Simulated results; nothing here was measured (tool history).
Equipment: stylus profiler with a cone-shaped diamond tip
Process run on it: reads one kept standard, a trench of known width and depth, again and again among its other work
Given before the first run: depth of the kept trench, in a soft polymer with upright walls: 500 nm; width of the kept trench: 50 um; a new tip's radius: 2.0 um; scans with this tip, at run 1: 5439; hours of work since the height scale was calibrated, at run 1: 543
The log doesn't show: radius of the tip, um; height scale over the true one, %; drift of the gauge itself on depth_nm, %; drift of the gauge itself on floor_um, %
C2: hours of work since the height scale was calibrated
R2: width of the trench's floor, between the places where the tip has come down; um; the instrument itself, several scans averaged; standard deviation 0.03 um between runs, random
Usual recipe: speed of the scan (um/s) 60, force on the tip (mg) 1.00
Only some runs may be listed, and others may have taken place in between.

{"run": 1, "hour": 0.0, "speed of the scan (um/s)": 60, "force on the tip (mg)": 1.0, "scans with this tip": 5439, "C2": 543, "depth of the trench (Å)": 5037.1, "R2": 46.18}
{"run": 2, "hour": 23.0, "speed of the scan (um/s)": 60, "force on the tip (mg)": 1.0, "scans with this tip": 5545, "C2": 554, "depth of the trench (Å)": 5034.0, "R2": 46.13}
{"run": 3, "hour": 47.7, "speed of the scan (um/s)": 60, "force on the tip (mg)": 1.0, "scans with this tip": 5658, "C2": 565, "depth of the trench (Å)": 5032.6, "R2": 46.06}
{"run": 4, "hour": 68.9, "speed of the scan (um/s)": 60, "force on the tip (mg)": 0.56, "scans with this tip": 5756, "C2": 575, "depth of the trench (Å)": 5021.1, "R2": 45.98}
{"run": 5, "hour": 116.5, "speed of the scan (um/s)": 60, "force on the tip (mg)": 0.56, "scans with this tip": 5975, "C2": 597, "depth of the trench (Å)": 5019.3, "R2": 45.92}
{"run": 6, "hour": 144.6, "speed of the scan (um/s)": 60, "force on the tip (mg)": 0.38, "scans with this tip": 6104, "C2": 610, "depth of the trench (Å)": 5012.2, "R2": 45.78}
{"run": 7, "hour": 165.6, "speed of the scan (um/s)": 60, "force on the tip (mg)": 0.38, "scans with this tip": 6201, "C2": 620, "depth of the trench (Å)": 5008.7, "R2": 45.78}
{"run": 8, "hour": 209.2, "speed of the scan (um/s)": 60, "force on the tip (mg)": 0.35, "scans with this tip": 6402, "C2": 640, "depth of the trench (Å)": 5009.4, "R2": 45.69}
{"run": 9, "hour": 254.7, "speed of the scan (um/s)": 95, "force on the tip (mg)": 1.0, "scans with this tip": 6612, "C2": 661, "depth of the trench (Å)": 5030.3, "R2": 45.8}
{"run": 10, "hour": 293.7, "speed of the scan (um/s)": 95, "force on the tip (mg)": 1.0, "scans with this tip": 6791, "C2": 679, "depth of the trench (Å)": 5034.7, "R2": 45.73}
{"run": 11, "hour": 319.7, "speed of the scan (um/s)": 95, "force on the tip (mg)": 1.0, "scans with this tip": 6911, "C2": 691, "depth of the trench (Å)": 5033.1, "R2": 45.67}
{"run": 12, "hour": 342.0, "speed of the scan (um/s)": 95, "force on the tip (mg)": 1.0, "scans with this tip": 7014, "C2": 701, "depth of the trench (Å)": 5030.5, "R2": 45.72}
{"hour": 345.5, "done": "height scale calibrated on a step standard"}
{"run": 13, "hour": 368.0, "speed of the scan (um/s)": 95, "force on the tip (mg)": 1.0, "scans with this tip": 7131, "C2": 10, "depth of the trench (Å)": 5023.8, "R2": 45.68}
{"run": 14, "hour": 406.7, "speed of the scan (um/s)": 212, "force on the tip (mg)": 0.57, "scans with this tip": 7310, "C2": 28, "depth of the trench (Å)": 5007.9, "R2": 44.39}
{"run": 15, "hour": 429.1, "speed of the scan (um/s)": 51, "force on the tip (mg)": 0.57, "scans with this tip": 7412, "C2": 38, "depth of the trench (Å)": 5009.0, "R2": 45.86}
{"run": 16, "hour": 480.1, "speed of the scan (um/s)": 51, "force on the tip (mg)": 0.57, "scans with this tip": 7648, "C2": 62, "depth of the trench (Å)": 5010.5, "R2": 45.78}
{"hour": 484.1, "done": "height scale calibrated on a step standard, once more"}
{"run": 17, "hour": 510.1, "speed of the scan (um/s)": 175, "force on the tip (mg)": 0.91, "scans with this tip": 7783, "C2": 12, "depth of the trench (Å)": 5041.3, "R2": 44.97}
{"run": 18, "hour": 545.8, "speed of the scan (um/s)": 175, "force on the tip (mg)": 0.91, "scans with this tip": 7948, "C2": 28, "depth of the trench (Å)": 5041.4, "R2": 44.94}

Predict the results of run 19:
{"run": 19, "hour": 596.3, "speed of the scan (um/s)": 175, "force on the tip (mg)": 0.91, "scans with this tip": 8180, "C2": 52, "depth of the trench (Å)": "?", "R2": "?"}

Run 19 produced depth of the trench (Å) 5040.3, R2 44.90 um.
With no hidden state in the tool, this same run would have given depth of the trench (Å) 5043.5, R2 46.07 um.
